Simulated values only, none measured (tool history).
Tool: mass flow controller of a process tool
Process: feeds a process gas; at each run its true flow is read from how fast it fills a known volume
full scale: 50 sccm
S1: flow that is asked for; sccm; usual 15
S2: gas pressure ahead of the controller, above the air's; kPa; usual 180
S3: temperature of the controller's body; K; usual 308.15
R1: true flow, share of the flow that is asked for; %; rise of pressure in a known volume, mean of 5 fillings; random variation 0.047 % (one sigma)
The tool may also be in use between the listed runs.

Run 1, hour 0: usual settings. Result: R1 98.71 %.
Run 2, hour 114.8: usual settings. Result: R1 98.63 %.
Run 3, hour 226.8: usual settings. Result: R1 98.74 %.
Run 4, hour 302: usual settings but S3 299.15 K. Result: R1 97.78 %.
Run 5, hour 373.9: usual settings but S3 299.15 K. Result: R1 97.7 %.
Run 6, hour 459.3: usual settings but S2 264 kPa. Result: R1 98.4 %.
Run 7, hour 550: usual settings but S2 264 kPa. Result: R1 98.39 %.
Run 8, hour 670.1: usual settings but S2 277 kPa. Result: R1 98.37 %.
Run 9, hour 782.8: usual settings but S2 277 kPa. Result: R1 98.42 %.
Run 10, hour 835.3: usual settings but S2 277 kPa. Result: R1 98.35 %.
Run 11, hour 938.6: usual settings but S2 228 kPa. Result: R1 98.48 %.
Run 12, hour 1033.5: usual settings but S2 228 kPa. Result: R1 98.47 %.
Run 13, hour 1118.1: usual settings but S2 228 kPa. Result: R1 98.47 %.
Run 14, hour 1232.8: usual settings but S2 211 kPa. Result: R1 98.54 %.
Run 15, hour 1325: usual settings but S3 311.15 K. Result: R1 98.81 %.
Run 16, hour 1407.2: usual settings but S3 311.15 K. Result: R1 98.93 %.
Run 17, hour 1484.7: usual settings but S3 311.15 K. Result: R1 98.95 %.
Run 18, hour 1565.8: usual settings but S3 311.15 K. Result: R1 98.87 %.
Run 19, hour 1626.9: usual settings but S2 168 kPa. Result: R1 98.67 %.
Run 20, hour 1678.3: usual settings but S1 5 sccm, S2 169 kPa, S3 295.15 K. Result: R1 95.76 %.
Run 21, hour 1756.9: usual settings but S1 5 sccm, S2 169 kPa, S3 295.15 K. Result: R1 95.82 %.
Run 22, hour 1828.5: usual settings but S1 13 sccm, S2 162 kPa, S3 307.15 K. Result: R1 98.37 %.
Run 23, hour 1935.5: usual settings but S1 12 sccm, S2 218 kPa. Result: R1 98.18 %.
Run 24, hour 2052.6: usual settings but S2 265 kPa. Result: R1 98.37 %.
Run 25, hour 2126.4: usual settings but S2 195 kPa, S3 306.15 K. Result: R1 98.3 %.
Run 26, hour 2201: usual settings but S1 17 sccm, S2 158 kPa, S3 301.15 K. Result: R1 98.23 %.
Run 27, hour 2276.4: usual settings but S1 17 sccm, S2 158 kPa, S3 301.15 K. Result: R1 98.07 %.
Run 28, hour 2330.9: usual settings but S3 309.15 K. Result: R1 98.63 %.
Run 29, hour 2419.1: usual settings but S3 309.15 K. Result: R1 98.76 %.

4 ways to go on from here, each from the tool as it stands after run 29. What would each give?
Run A, hour 2482.1: usual settings but S2 208 kPa. Result: R1 ?.
Run B, hour 2482.1: usual settings but S1 17 sccm, S2 189 kPa, S3 296.15 K. Result: R1 ?.
Run C, hour 2482.1: usual settings but S2 211 kPa, S3 307.15 K. Result: R1 ?.
Run D, hour 2482.1: usual settings but S3 298.15 K. Result: R1 ?.

run     R1
  A  98.49
  B  97.58
  C  98.44
  D  97.53
Without the tool's hidden state the same runs would have given:
run     R1
  A  98.79
  B  97.82
  C  98.75
  D  97.84

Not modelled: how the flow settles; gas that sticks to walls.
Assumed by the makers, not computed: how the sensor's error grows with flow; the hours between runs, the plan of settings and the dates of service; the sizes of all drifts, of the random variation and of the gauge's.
